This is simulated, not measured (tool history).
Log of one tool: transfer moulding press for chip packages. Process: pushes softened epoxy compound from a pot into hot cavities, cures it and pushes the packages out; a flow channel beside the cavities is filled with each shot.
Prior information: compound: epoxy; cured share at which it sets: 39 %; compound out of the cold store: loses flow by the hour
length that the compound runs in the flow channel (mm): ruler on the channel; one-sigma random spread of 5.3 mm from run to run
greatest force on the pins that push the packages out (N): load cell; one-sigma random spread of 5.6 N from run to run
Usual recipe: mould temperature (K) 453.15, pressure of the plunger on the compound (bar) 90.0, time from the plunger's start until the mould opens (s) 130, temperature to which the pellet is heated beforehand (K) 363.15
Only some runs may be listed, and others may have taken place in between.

| run | hour | mould temperature (K) | pressure of the plunger on the compound (bar) | time from the plunger's start until the mould opens (s) | temperature to which the pellet is heated beforehand (K) | incoming compound's hours out of the cold store | length that the compound runs in the flow channel (mm) | greatest force on the pins that push the packages out (N) |
|---|---|---|---|---|---|---|---|---|
| 1 | 0.0 | 453.15 | 90.0 | 130 | 363.15 | 11.5 | 790 | 214 |
|  | 15.5 | cavities cleaned with cleaning compound and waxed |
| 2 | 15.5 | 453.15 | 90.0 | 130 | 370.15 | 33.4 | 718 | 194 |
| 3 | 25.5 | 457.15 | 90.0 | 130 | 370.15 | 15.0 | 750 | 178 |
| 4 | 35.0 | 453.15 | 90.0 | 130 | 363.15 | 37.5 | 694 | 210 |
| 5 | 44.2 | 453.15 | 90.0 | 130 | 363.15 | 23.5 | 741 | 207 |
| 6 | 58.1 | 453.15 | 90.0 | 130 | 371.15 | 45.2 | 675 | 197 |
|  | 64.6 | cavities cleaned with cleaning compound and waxed |
| 7 | 71.2 | 453.15 | 90.0 | 130 | 371.15 | 9.6 | 794 | 202 |
| 8 | 78.2 | 453.15 | 90.0 | 126 | 363.15 | 34.2 | 694 | 203 |
| 9 | 89.5 | 453.15 | 90.0 | 126 | 363.15 | 11.6 | 790 | 232 |
| 10 | 105.2 | 453.15 | 90.0 | 126 | 363.15 | 17.9 | 758 | 227 |
|  | 112.7 | cavities cleaned with cleaning compound and waxed |
| 11 | 115.6 | 453.15 | 90.0 | 117 | 363.15 | 28.2 | 731 | 243 |
| 12 | 122.5 | 453.15 | 90.0 | 117 | 363.15 | 19.4 | 755 | 256 |
| 13 | 135.6 | 453.15 | 90.0 | 117 | 363.15 | 44.3 | 665 | 237 |
| 14 | 149.5 | 453.15 | 94.5 | 144 | 363.15 | 40.9 | 703 | 177 |
|  | 160.7 | cavities cleaned with cleaning compound and waxed |
| 15 | 164.0 | 453.15 | 94.5 | 144 | 363.15 | 36.1 | 723 | 183 |
| 16 | 170.6 | 447.15 | 90.0 | 130 | 359.15 | 43.3 | 697 | 279 |
| 17 | 181.0 | 447.15 | 90.0 | 130 | 359.15 | 25.2 | 771 | 303 |
| 18 | 193.3 | 447.15 | 90.0 | 130 | 359.15 | 9.0 | 839 | 330 |
| 19 | 200.0 | 454.15 | 72.1 | 115 | 363.15 | 40.4 | 608 | 226 |
|  | 209.5 | cavities cleaned with cleaning compound and waxed |
| 20 | 213.7 | 451.15 | 90.0 | 141 | 363.15 | 39.3 | 703 | 197 |
| 21 | 224.2 | 453.15 | 81.3 | 130 | 363.15 | 21.2 | 710 | 210 |
| 22 | 239.5 | 450.15 | 81.3 | 124 | 372.15 | 41.8 | 651 | 251 |
| 23 | 250.3 | 450.15 | 81.3 | 124 | 363.15 | 8.2 | 769 | 294 |
|  | 256.5 | plunger's sealing rings changed |
|  | 260.2 | cavities cleaned with cleaning compound and waxed |
| 24 | 262.6 | 454.15 | 73.3 | 130 | 354.15 | 30.3 | 647 | 194 |
| 25 | 276.7 | 448.15 | 73.3 | 150 | 354.15 | 21.9 | 707 | 219 |

Forecast each of these 3 alternatives for the next run:
| A | 284.0 | 448.15 | 85.3 | 150 | 361.15 | 15.4 | ? | ? |
| B | 284.0 | 453.15 | 86.4 | 130 | 363.15 | 8.6 | ? | ? |
| C | 284.0 | 453.15 | 84.8 | 112 | 365.15 | 39.4 | ? | ? |

| run | length that the compound runs in the flow channel (mm) | greatest force on the pins that push the packages out (N) |
|---|---|---|
| A | 775 | 218 |
| B | 799 | 219 |
| C | 670 | 255 |
Without the tool's unlogged condition, the same runs would have read:
| run | length that the compound runs in the flow channel (mm) | greatest force on the pins that push the packages out (N) |
|---|---|---|
| A | 775 | 216 |
| B | 799 | 216 |
| C | 670 | 252 |
